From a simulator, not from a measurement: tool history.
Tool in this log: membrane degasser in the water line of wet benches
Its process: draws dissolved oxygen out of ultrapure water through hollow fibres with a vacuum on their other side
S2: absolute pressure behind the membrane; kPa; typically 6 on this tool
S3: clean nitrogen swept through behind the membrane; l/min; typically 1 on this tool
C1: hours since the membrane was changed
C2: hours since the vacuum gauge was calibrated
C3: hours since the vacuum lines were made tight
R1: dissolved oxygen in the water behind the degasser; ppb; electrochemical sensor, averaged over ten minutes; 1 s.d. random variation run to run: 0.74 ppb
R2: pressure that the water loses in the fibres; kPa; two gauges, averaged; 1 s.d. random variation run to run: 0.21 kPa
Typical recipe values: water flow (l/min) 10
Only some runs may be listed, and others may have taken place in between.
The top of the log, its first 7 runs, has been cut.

{"run": 8, "hour": 1369.7, "water flow (l/min)": 10, "S2": 6, "S3": 1, "C1": 4725, "C2": 4725, "C3": 179, "R1": 66.3, "R2": 47.91}
{"run": 9, "hour": 1621.2, "water flow (l/min)": 10, "S2": 6, "S3": 1, "C1": 4976, "C2": 4976, "C3": 430, "R1": 68.6, "R2": 48.08}
{"run": 10, "hour": 1876.1, "water flow (l/min)": 10, "S2": 14.46, "S3": 1, "C1": 5231, "C2": 5231, "C3": 685, "R1": 260, "R2": 47.97}
{"run": 11, "hour": 1998.2, "water flow (l/min)": 10, "S2": 14.46, "S3": 1, "C1": 5353, "C2": 5353, "C3": 807, "R1": 260, "R2": 48.11}
{"run": 12, "hour": 2190.3, "water flow (l/min)": 10, "S2": 6, "S3": 1.09, "C1": 5546, "C2": 5546, "C3": 999, "R1": 61, "R2": 47.74}
{"run": 13, "hour": 2350.2, "water flow (l/min)": 10, "S2": 6, "S3": 1, "C1": 5705, "C2": 5705, "C3": 1159, "R1": 67.2, "R2": 47.51}
{"run": 14, "hour": 2564.9, "water flow (l/min)": 10, "S2": 6, "S3": 1, "C1": 5920, "C2": 5920, "C3": 1374, "R1": 66.6, "R2": 48.29}
{"hour": 2715.0, "done": "vacuum gauge calibrated"}
{"run": 15, "hour": 2845.8, "water flow (l/min)": 6, "S2": 6, "S3": 1, "C1": 6200, "C2": 131, "C3": 1654, "R1": 41.8, "R2": 29.16}
{"run": 16, "hour": 3071.7, "water flow (l/min)": 6, "S2": 6, "S3": 0.77, "C1": 6426, "C2": 357, "C3": 1880, "R1": 52.4, "R2": 28.86}
{"run": 17, "hour": 3325.1, "water flow (l/min)": 9, "S2": 10.81, "S3": 1.12, "C1": 6680, "C2": 610, "C3": 2134, "R1": 146.3, "R2": 43.46}
{"run": 18, "hour": 3589.1, "water flow (l/min)": 10, "S2": 14.42, "S3": 0.54, "C1": 6944, "C2": 874, "C3": 2398, "R1": 447.7, "R2": 48.58}
{"run": 19, "hour": 3830.7, "water flow (l/min)": 10, "S2": 14.42, "S3": 0.83, "C1": 7185, "C2": 1116, "C3": 2639, "R1": 306.8, "R2": 48.23}
{"run": 20, "hour": 3987.6, "water flow (l/min)": 10, "S2": 6, "S3": 1.34, "C1": 7342, "C2": 1273, "C3": 2796, "R1": 51.6, "R2": 48.38}
{"run": 21, "hour": 4249.8, "water flow (l/min)": 8, "S2": 6, "S3": 1.34, "C1": 7604, "C2": 1535, "C3": 3058, "R1": 41.7, "R2": 38.15}
{"run": 22, "hour": 4400.9, "water flow (l/min)": 7, "S2": 6, "S3": 0.55, "C1": 7756, "C2": 1686, "C3": 3210, "R1": 81.9, "R2": 33.9}
{"run": 23, "hour": 4587.4, "water flow (l/min)": 7, "S2": 6, "S3": 0.55, "C1": 7942, "C2": 1872, "C3": 3396, "R1": 82.4, "R2": 33.68}
{"run": 24, "hour": 4807.1, "water flow (l/min)": 15, "S2": 13.84, "S3": 2.98, "C1": 8162, "C2": 2092, "C3": 3616, "R1": 133.7, "R2": 72.49}
{"run": 25, "hour": 5001.5, "water flow (l/min)": 15, "S2": 13.84, "S3": 2.98, "C1": 8356, "C2": 2287, "C3": 3810, "R1": 134.5, "R2": 71.95}
{"run": 26, "hour": 5140.1, "water flow (l/min)": 10, "S2": 10.46, "S3": 1, "C1": 8495, "C2": 2425, "C3": 3949, "R1": 169.6, "R2": 48.3}
{"run": 27, "hour": 5317.8, "water flow (l/min)": 10, "S2": 10.46, "S3": 1, "C1": 8673, "C2": 2603, "C3": 4126, "R1": 171.2, "R2": 48.4}
{"run": 28, "hour": 5466.1, "water flow (l/min)": 11, "S2": 6.6, "S3": 1, "C1": 8821, "C2": 2751, "C3": 4275, "R1": 88.8, "R2": 53.49}
{"run": 29, "hour": 5727.6, "water flow (l/min)": 10, "S2": 11.81, "S3": 1.81, "C1": 9082, "C2": 3013, "C3": 4536, "R1": 115.4, "R2": 48.65}
{"run": 30, "hour": 5955.0, "water flow (l/min)": 8, "S2": 11.21, "S3": 0.53, "C1": 9310, "C2": 3240, "C3": 4764, "R1": 273.8, "R2": 39.02}
{"run": 31, "hour": 6197.5, "water flow (l/min)": 14, "S2": 8.13, "S3": 1.66, "C1": 9552, "C2": 3483, "C3": 5006, "R1": 101.8, "R2": 67.5}

Each row is a separate what-if for the run after 31, all from the same tool condition, not one after another. Results?
{"run": "A", "hour": 6399.7, "water flow (l/min)": 12, "S2": 6.62, "S3": 1, "C1": 9754, "C2": 3685, "C3": 5208, "R1": "?", "R2": "?"}
{"run": "B", "hour": 6399.7, "water flow (l/min)": 8, "S2": 6, "S3": 1.38, "C1": 9754, "C2": 3685, "C3": 5208, "R1": "?", "R2": "?"}
{"run": "C", "hour": 6399.7, "water flow (l/min)": 14, "S2": 8.13, "S3": 1.06, "C1": 9754, "C2": 3685, "C3": 5208, "R1": "?", "R2": "?"}
{"run": "D", "hour": 6399.7, "water flow (l/min)": 12, "S2": 6, "S3": 1, "C1": 9754, "C2": 3685, "C3": 5208, "R1": "?", "R2": "?"}

run=A R1=98.8 R2=58.27
run=B R1=41.3 R2=38.93
run=C R1=153.2 R2=67.89
run=D R1=81 R2=58.32
Take away the tool's hidden state, keep each run's random variation, and the runs would have read:
run=A R1=98.6 R2=56.99
run=B R1=41.2 R2=38.08
run=C R1=152.9 R2=66.39
run=D R1=80.8 R2=57.04
